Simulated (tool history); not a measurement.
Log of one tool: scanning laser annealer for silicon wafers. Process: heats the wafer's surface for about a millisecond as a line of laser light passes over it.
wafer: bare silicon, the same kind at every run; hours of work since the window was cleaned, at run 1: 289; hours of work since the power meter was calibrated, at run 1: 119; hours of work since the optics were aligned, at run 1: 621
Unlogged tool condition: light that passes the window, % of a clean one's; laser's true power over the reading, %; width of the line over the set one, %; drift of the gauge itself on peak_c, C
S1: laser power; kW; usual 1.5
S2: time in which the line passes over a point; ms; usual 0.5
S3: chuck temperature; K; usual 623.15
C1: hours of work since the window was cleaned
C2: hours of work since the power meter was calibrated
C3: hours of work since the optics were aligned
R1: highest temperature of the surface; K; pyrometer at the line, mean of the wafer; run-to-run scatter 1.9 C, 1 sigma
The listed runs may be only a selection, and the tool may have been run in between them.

run 1 hour=0 | S1=1.5 S2=0.5 S3=623.15 | C1=289 C2=119 C3=621 | R1=1336.15
run 2 hour=6.8 | S1=1.5 S2=0.5 S3=623.15 | C1=293 C2=123 C3=625 | R1=1336.15
run 3 hour=13.5 | S1=1.5 S2=0.5 S3=623.15 | C1=297 C2=127 C3=629 | R1=1334.15
run 4 hour=17.8 | S1=1.5 S2=0.5 S3=623.15 | C1=299 C2=129 C3=631 | R1=1333.15
run 5 hour=25.6 | S1=1.5 S2=0.5 S3=623.15 | C1=304 C2=134 C3=636 | R1=1332.15
run 6 hour=33.6 | S1=1.5 S2=0.512 S3=623.15 | C1=309 C2=139 C3=641 | R1=1342.15
run 7 hour=42 | S1=1.359 S2=0.5 S3=623.15 | C1=314 C2=144 C3=646 | R1=1264.15
run 8 hour=46.2 | S1=1.359 S2=0.5 S3=623.15 | C1=316 C2=146 C3=648 | R1=1265.15
run 9 hour=53.7 | S1=1.359 S2=0.5 S3=623.15 | C1=320 C2=151 C3=653 | R1=1258.15
-- hour=57.5 laser's power meter calibrated
-- hour=60.9 window over the wafer cleaned
run 10 hour=64.6 | S1=1.5 S2=0.386 S3=623.15 | C1=2 C2=3 C3=656 | R1=1262.15
run 11 hour=71.6 | S1=1.5 S2=0.386 S3=623.15 | C1=6 C2=7 C3=660 | R1=1264.15
run 12 hour=79.5 | S1=1.5 S2=0.386 S3=623.15 | C1=11 C2=12 C3=665 | R1=1261.15
run 13 hour=88.9 | S1=1.5 S2=0.386 S3=623.15 | C1=17 C2=17 C3=670 | R1=1263.15
run 14 hour=95 | S1=1.5 S2=0.5 S3=584.15 | C1=20 C2=21 C3=674 | R1=1318.15
-- hour=101.3 laser's power meter calibrated, once more
run 15 hour=104.6 | S1=1.598 S2=0.549 S3=623.15 | C1=24 C2=2 C3=678 | R1=1452.15
run 16 hour=110.2 | S1=1.549 S2=0.373 S3=623.15 | C1=27 C2=5 C3=681 | R1=1274.15
run 17 hour=118.1 | S1=1.549 S2=0.373 S3=623.15 | C1=32 C2=10 C3=686 | R1=1276.15
run 18 hour=124.6 | S1=1.549 S2=0.461 S3=627.15 | C1=36 C2=14 C3=690 | R1=1356.15
run 19 hour=132.1 | S1=1.449 S2=0.597 S3=660.15 | C1=40 C2=18 C3=694 | R1=1439.15
run 20 hour=138.9 | S1=1.423 S2=0.39 S3=602.15 | C1=44 C2=22 C3=698 | R1=1213.15
run 21 hour=148.6 | S1=1.5 S2=0.463 S3=661.15 | C1=50 C2=28 C3=704 | R1=1363.15
run 22 hour=152.6 | S1=1.53 S2=0.5 S3=623.15 | C1=53 C2=30 C3=706 | R1=1370.15

Run 23 is up next; what results do you expect?
run 23 hour=161.8 | S1=1.462 S2=0.468 S3=622.15 | C1=58 C2=36 C3=712 | R1=?

Logged for run 23: R1 1311.15 K.
Without the tool's hidden state the same run would have given R1 1318.15 K.

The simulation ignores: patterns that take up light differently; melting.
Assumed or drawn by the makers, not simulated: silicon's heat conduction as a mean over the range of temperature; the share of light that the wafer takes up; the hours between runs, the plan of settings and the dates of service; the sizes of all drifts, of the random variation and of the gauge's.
